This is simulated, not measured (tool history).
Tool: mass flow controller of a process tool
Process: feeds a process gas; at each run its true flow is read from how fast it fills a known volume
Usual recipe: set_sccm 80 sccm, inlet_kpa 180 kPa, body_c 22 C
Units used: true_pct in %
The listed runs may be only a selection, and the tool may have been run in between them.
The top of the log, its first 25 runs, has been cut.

run	hour	set_sccm	inlet_kpa	body_c	true_pct
26	1494.7	19	144	22	98.73
27	1581.4	26	162	31	99.05
28	1663.3	18	250	25	98.00
29	1703.8	80	239	20	99.08
30	1741.7	80	161	22	99.90
31	1811.1	38	141	35	99.79
32	1886.1	38	141	35	99.65
33	1928.6	38	141	35	99.84
34	1994.2	54	175	26	99.33
35	2063.2	54	175	26	99.30
36	2114.8	54	175	33	99.64
37	2190.8	54	175	33	99.79
38	2231.9	33	269	37	98.96
39	2274.2	33	269	37	98.76

3 options for the next run, each taken on its own from the tool as it stands now. Forecast them:
A	2331.7	26	239	22	?
B	2331.7	33	269	21	?
C	2331.7	16	171	22	?

run	true_pct
A	98.01
B	97.83
C	98.90
With no hidden state in the tool, these same runs would have given:
run	true_pct
A	96.96
B	96.95
C	97.38
